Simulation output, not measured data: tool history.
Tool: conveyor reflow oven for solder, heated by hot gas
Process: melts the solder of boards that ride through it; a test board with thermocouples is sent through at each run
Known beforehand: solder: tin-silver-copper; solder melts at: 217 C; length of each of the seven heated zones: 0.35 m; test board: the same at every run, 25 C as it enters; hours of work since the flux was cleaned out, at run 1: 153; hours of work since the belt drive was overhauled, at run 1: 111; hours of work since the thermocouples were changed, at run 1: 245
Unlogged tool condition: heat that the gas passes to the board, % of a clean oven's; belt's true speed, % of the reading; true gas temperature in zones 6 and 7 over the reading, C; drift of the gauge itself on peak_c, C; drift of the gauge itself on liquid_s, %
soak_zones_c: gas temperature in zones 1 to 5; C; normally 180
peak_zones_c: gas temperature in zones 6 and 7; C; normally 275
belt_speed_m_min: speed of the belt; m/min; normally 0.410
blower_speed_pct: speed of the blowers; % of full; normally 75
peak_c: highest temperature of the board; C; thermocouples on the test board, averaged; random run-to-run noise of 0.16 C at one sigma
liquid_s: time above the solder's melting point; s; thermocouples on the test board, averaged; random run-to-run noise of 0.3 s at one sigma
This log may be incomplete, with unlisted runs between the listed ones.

run,hour,soak_zones_c,peak_zones_c,belt_speed_m_min,blower_speed_pct,hours of work since the flux was cleaned out,hours of work since the belt drive was overhauled,hours of work since the thermocouples were changed,peak_c,liquid_s
1,0.0,180,275,0.410,75,153,111,245,259.2,85.6
2,33.4,180,264,0.410,75,169,127,261,249.4,77.8
3,91.8,180,264,0.410,75,196,155,288,249.1,77.3
4,142.2,187,275,0.410,75,220,179,312,259.8,89.6
5,204.2,187,275,0.410,75,250,209,342,259.6,89.7
6,260.8,185,275,0.410,75,277,235,369,259.4,89.0
7,307.7,185,275,0.410,79,299,258,391,260.0,89.2
8,342.3,185,275,0.410,79,316,274,408,259.9,89.1
9,388.8,185,275,0.410,79,338,296,430,259.5,89.2
10,452.4,185,275,0.410,79,368,327,460,259.0,89.6
11,497.7,180,275,0.410,86,389,348,481,260.0,86.6
# hour 505.7: flux residue cleaned out of gas plates and filters
12,547.1,180,275,0.410,86,20,369,503,262.1,89.4
13,608.4,180,270,0.410,57,49,398,532,250.2,76.9
14,653.6,180,270,0.410,57,70,420,553,250.1,77.6
15,694.7,165,288,0.410,57,90,439,573,261.9,81.0
16,749.8,165,272,0.471,58,116,466,599,242.8,51.6
17,808.9,178,272,0.471,73,144,494,627,251.2,67.1
18,835.0,180,266,0.410,75,157,506,639,250.9,80.3
19,888.7,180,266,0.410,75,182,532,665,250.8,79.8
20,916.0,180,275,0.432,83,195,545,678,259.0,82.8
21,966.1,180,275,0.432,83,219,568,702,258.7,82.1

Forecast each of these 3 alternatives for the next run:
A,1014.8,194,275,0.432,83,242,592,725,?,?
B,1014.8,187,274,0.432,83,242,592,725,?,?
C,1014.8,173,264,0.410,75,242,592,725,?,?

run,peak_c,liquid_s
A,260.6,90.7
B,258.8,86.1
C,247.5,73.2
Had the tool no hidden state, the same runs would have come out as:
run,peak_c,liquid_s
A,263.3,90.8
B,261.6,86.7
C,250.2,75.1
